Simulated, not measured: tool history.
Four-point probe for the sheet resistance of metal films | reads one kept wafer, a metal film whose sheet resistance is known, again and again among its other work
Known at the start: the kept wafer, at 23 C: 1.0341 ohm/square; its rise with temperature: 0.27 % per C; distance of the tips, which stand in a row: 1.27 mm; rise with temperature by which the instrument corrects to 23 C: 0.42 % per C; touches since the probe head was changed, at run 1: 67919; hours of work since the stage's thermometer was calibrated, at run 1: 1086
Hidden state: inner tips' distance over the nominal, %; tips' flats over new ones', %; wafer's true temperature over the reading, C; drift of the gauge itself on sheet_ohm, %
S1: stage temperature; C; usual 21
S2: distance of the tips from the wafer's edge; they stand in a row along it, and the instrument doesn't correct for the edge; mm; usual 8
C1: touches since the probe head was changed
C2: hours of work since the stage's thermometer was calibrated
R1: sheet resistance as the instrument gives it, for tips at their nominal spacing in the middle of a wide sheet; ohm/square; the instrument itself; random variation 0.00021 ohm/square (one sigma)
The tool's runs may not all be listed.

{"run": 1, "hour": 0.0, "S1": 21, "S2": 8, "C1": 67919, "C2": 1086, "R1": 1.056339}
{"run": 2, "hour": 137.6, "S1": 20, "S2": 8, "C1": 74477, "C2": 1191, "R1": 1.058225}
{"run": 3, "hour": 211.1, "S1": 20, "S2": 8, "C1": 77981, "C2": 1247, "R1": 1.058975}
{"hour": 225.0, "done": "stage's thermometer calibrated"}
{"run": 4, "hour": 347.7, "S1": 20, "S2": 8, "C1": 84470, "C2": 93, "R1": 1.059114}
{"run": 5, "hour": 490.5, "S1": 20, "S2": 8, "C1": 91279, "C2": 202, "R1": 1.060468}
{"run": 6, "hour": 587.3, "S1": 20, "S2": 8, "C1": 95892, "C2": 276, "R1": 1.061113}
{"hour": 635.7, "done": "stage's thermometer calibrated, once more"}
{"run": 7, "hour": 685.5, "S1": 20, "S2": 8, "C1": 100549, "C2": 38, "R1": 1.060311}
{"run": 8, "hour": 794.3, "S1": 20, "S2": 8, "C1": 105736, "C2": 121, "R1": 1.061233}
{"run": 9, "hour": 857.5, "S1": 20, "S2": 8, "C1": 108749, "C2": 169, "R1": 1.061245}
{"run": 10, "hour": 987.0, "S1": 21, "S2": 8, "C1": 114926, "C2": 268, "R1": 1.060381}
{"run": 11, "hour": 1120.0, "S1": 21, "S2": 9, "C1": 121264, "C2": 369, "R1": 1.058611}
{"run": 12, "hour": 1261.6, "S1": 21, "S2": 8, "C1": 128017, "C2": 477, "R1": 1.061744}
{"run": 13, "hour": 1408.5, "S1": 21, "S2": 8, "C1": 135016, "C2": 589, "R1": 1.06269}
{"run": 14, "hour": 1472.2, "S1": 20, "S2": 8, "C1": 138055, "C2": 638, "R1": 1.064269}
{"run": 15, "hour": 1595.1, "S1": 21, "S2": 3, "C1": 143915, "C2": 731, "R1": 1.141154}
{"run": 16, "hour": 1720.6, "S1": 21, "S2": 3, "C1": 149897, "C2": 827, "R1": 1.141763}
{"run": 17, "hour": 1787.5, "S1": 21, "S2": 5, "C1": 153087, "C2": 878, "R1": 1.085301}
{"run": 18, "hour": 1893.3, "S1": 21, "S2": 5, "C1": 158129, "C2": 958, "R1": 1.08642}
{"hour": 1983.8, "done": "new probe head fitted"}
{"run": 19, "hour": 2040.9, "S1": 21, "S2": 8, "C1": 2720, "C2": 1070, "R1": 1.053914}
{"run": 20, "hour": 2110.6, "S1": 21, "S2": 8, "C1": 6043, "C2": 1123, "R1": 1.054785}
{"run": 21, "hour": 2244.9, "S1": 19, "S2": 8, "C1": 12443, "C2": 1226, "R1": 1.058319}
{"hour": 2288.9, "done": "stage's thermometer calibrated"}
{"run": 22, "hour": 2353.3, "S1": 19, "S2": 8, "C1": 17591, "C2": 49, "R1": 1.058606}
{"run": 23, "hour": 2430.2, "S1": 19, "S2": 8, "C1": 21257, "C2": 108, "R1": 1.059014}
{"run": 24, "hour": 2544.0, "S1": 19, "S2": 8, "C1": 26682, "C2": 194, "R1": 1.05997}
{"run": 25, "hour": 2663.5, "S1": 22, "S2": 22, "C1": 32379, "C2": 286, "R1": 1.043495}
{"run": 26, "hour": 2801.9, "S1": 22, "S2": 36, "C1": 38977, "C2": 391, "R1": 1.043037}
{"run": 27, "hour": 2925.7, "S1": 19, "S2": 36, "C1": 44875, "C2": 485, "R1": 1.048349}
{"run": 28, "hour": 3057.8, "S1": 28, "S2": 24, "C1": 51176, "C2": 586, "R1": 1.036268}
{"run": 29, "hour": 3136.9, "S1": 19, "S2": 4, "C1": 54943, "C2": 646, "R1": 1.102171}
{"run": 30, "hour": 3274.6, "S1": 31, "S2": 36, "C1": 61508, "C2": 751, "R1": 1.032225}
{"run": 31, "hour": 3386.5, "S1": 31, "S2": 36, "C1": 66845, "C2": 836, "R1": 1.032736}
{"run": 32, "hour": 3518.7, "S1": 26, "S2": 23, "C1": 73148, "C2": 937, "R1": 1.041585}
{"run": 33, "hour": 3639.1, "S1": 32, "S2": 8, "C1": 78887, "C2": 1029, "R1": 1.045525}
{"run": 34, "hour": 3709.6, "S1": 32, "S2": 8, "C1": 82246, "C2": 1083, "R1": 1.045839}
{"run": 35, "hour": 3823.3, "S1": 31, "S2": 20, "C1": 87667, "C2": 1169, "R1": 1.036446}
{"run": 36, "hour": 3899.1, "S1": 31, "S2": 20, "C1": 91281, "C2": 1227, "R1": 1.036686}
{"hour": 3935.6, "done": "stage's thermometer calibrated"}
{"run": 37, "hour": 4004.9, "S1": 31, "S2": 20, "C1": 96300, "C2": 53, "R1": 1.036781}
{"run": 38, "hour": 4114.4, "S1": 33, "S2": 59, "C1": 101520, "C2": 136, "R1": 1.032427}
{"run": 39, "hour": 4209.4, "S1": 33, "S2": 59, "C1": 106051, "C2": 209, "R1": 1.03296}
{"run": 40, "hour": 4298.6, "S1": 33, "S2": 59, "C1": 110301, "C2": 277, "R1": 1.033594}
{"run": 41, "hour": 4363.3, "S1": 35, "S2": 68, "C1": 113386, "C2": 326, "R1": 1.030794}
{"run": 42, "hour": 4471.8, "S1": 26, "S2": 25, "C1": 118559, "C2": 409, "R1": 1.045622}
{"run": 43, "hour": 4572.9, "S1": 19, "S2": 48, "C1": 123379, "C2": 486, "R1": 1.055411}
{"run": 44, "hour": 4644.2, "S1": 24, "S2": 27, "C1": 126781, "C2": 540, "R1": 1.049353}

The same runs without the tool's hidden state, with the same run-to-run variation:
run=1 R1=1.051236
run=2 R1=1.052432
run=3 R1=1.052822
run=4 R1=1.052062
run=5 R1=1.052651
run=6 R1=1.052779
run=7 R1=1.052432
run=8 R1=1.052798
run=9 R1=1.052535
run=10 R1=1.05098
run=11 R1=1.048526
run=12 R1=1.050915
run=13 R1=1.051164
run=14 R1=1.052383
run=15 R1=1.127867
run=16 R1=1.127789
run=17 R1=1.071589
run=18 R1=1.07215
run=19 R1=1.050811
run=20 R1=1.051309
run=21 R1=1.054166
run=22 R1=1.054062
run=23 R1=1.054086
run=24 R1=1.054487
run=25 R1=1.037548
run=26 R1=1.036419
run=27 R1=1.041115
run=28 R1=1.028487
run=29 R1=1.093487
run=30 R1=1.02333
run=31 R1=1.023229
run=32 R1=1.031368
run=33 R1=1.034697
run=34 R1=1.03465
run=35 R1=1.02482
run=36 R1=1.0247
run=37 R1=1.024775
run=38 R1=1.019916
run=39 R1=1.019995
run=40 R1=1.020168
run=41 R1=1.017077
run=42 R1=1.03117
run=43 R1=1.040291
run=44 R1=1.033985

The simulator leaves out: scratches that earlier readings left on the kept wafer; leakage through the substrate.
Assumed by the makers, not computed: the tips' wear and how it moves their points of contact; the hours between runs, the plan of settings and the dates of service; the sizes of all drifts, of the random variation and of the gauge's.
